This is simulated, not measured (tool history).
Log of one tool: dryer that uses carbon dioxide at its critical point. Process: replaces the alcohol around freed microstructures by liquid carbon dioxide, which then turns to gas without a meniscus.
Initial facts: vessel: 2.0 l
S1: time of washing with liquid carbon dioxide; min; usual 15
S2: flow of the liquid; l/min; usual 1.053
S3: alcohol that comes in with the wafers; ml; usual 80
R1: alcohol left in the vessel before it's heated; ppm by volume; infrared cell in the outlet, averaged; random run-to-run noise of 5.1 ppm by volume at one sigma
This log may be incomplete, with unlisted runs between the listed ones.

Run 1, hour 0: usual settings. Result: R1 180 ppm by volume.
Run 2, hour 52.2: usual settings. Result: R1 192 ppm by volume.
Run 3, hour 84.5: usual settings. Result: R1 201 ppm by volume.
Run 4, hour 136.8: usual settings. Result: R1 205 ppm by volume.
Run 5, hour 176.8: usual settings. Result: R1 220 ppm by volume.
At hour 192.5: purifier's bed changed.
Run 6, hour 207.8: usual settings but S1 9 min. Result: R1 1008 ppm by volume.
Run 7, hour 261.9: usual settings. Result: R1 108 ppm by volume.
Run 8, hour 312.9: usual settings. Result: R1 115 ppm by volume.
Run 9, hour 336.2: usual settings. Result: R1 120 ppm by volume.
Run 10, hour 358.2: usual settings. Result: R1 135 ppm by volume.
At hour 371.8: inlet filter changed.
Run 11, hour 387.3: usual settings. Result: R1 75 ppm by volume.
Run 12, hour 423.6: usual settings but S1 14 min, S2 1.06 l/min, S3 29 ml. Result: R1 62 ppm by volume.
Run 13, hour 454.3: usual settings but S2 0.94 l/min, S3 64 ml. Result: R1 127 ppm by volume.
Run 14, hour 491: usual settings but S2 0.94 l/min, S3 64 ml. Result: R1 129 ppm by volume.
Run 15, hour 529.3: usual settings but S1 19 min, S2 1.39 l/min, S3 23 ml. Result: R1 43 ppm by volume.
Run 16, hour 557.7: usual settings but S1 19 min, S2 1.39 l/min, S3 23 ml. Result: R1 45 ppm by volume.
Run 17, hour 604.6: usual settings but S1 18 min, S2 1.39 l/min, S3 83 ml. Result: R1 59 ppm by volume.
Run 18, hour 642.1: usual settings but S1 21 min, S2 0.69 l/min, S3 23 ml. Result: R1 85 ppm by volume.
Run 19, hour 665.4: usual settings but S1 21 min, S2 0.69 l/min, S3 23 ml. Result: R1 86 ppm by volume.
Run 20, hour 714.8: usual settings but S1 22 min, S2 1.52 l/min, S3 43 ml. Result: R1 58 ppm by volume.

Alternative continuations, all from the tool just after run 20; predict every row:
Run A, hour 751.4: usual settings but S1 22 min, S2 1.24 l/min, S3 67 ml. Result: R1 ?.
Run B, hour 751.4: usual settings but S1 11 min, S2 1.52 l/min, S3 22 ml. Result: R1 ?.
Run C, hour 751.4: usual settings but S1 21 min. Result: R1 ?.
Run D, hour 751.4: usual settings but S1 22 min, S2 1.65 l/min, S3 43 ml. Result: R1 ?.
Run E, hour 751.4: usual settings but S1 19 min, S2 1.6 l/min, S3 23 ml. Result: R1 ?.

run  R1
  A  68
  B  78
  C  79
  D  73
  E  76
Take away the tool's hidden state, keep each run's random variation, and the runs would have read:
run  R1
  A   3
  B   9
  C  11
  D   9
  E   9
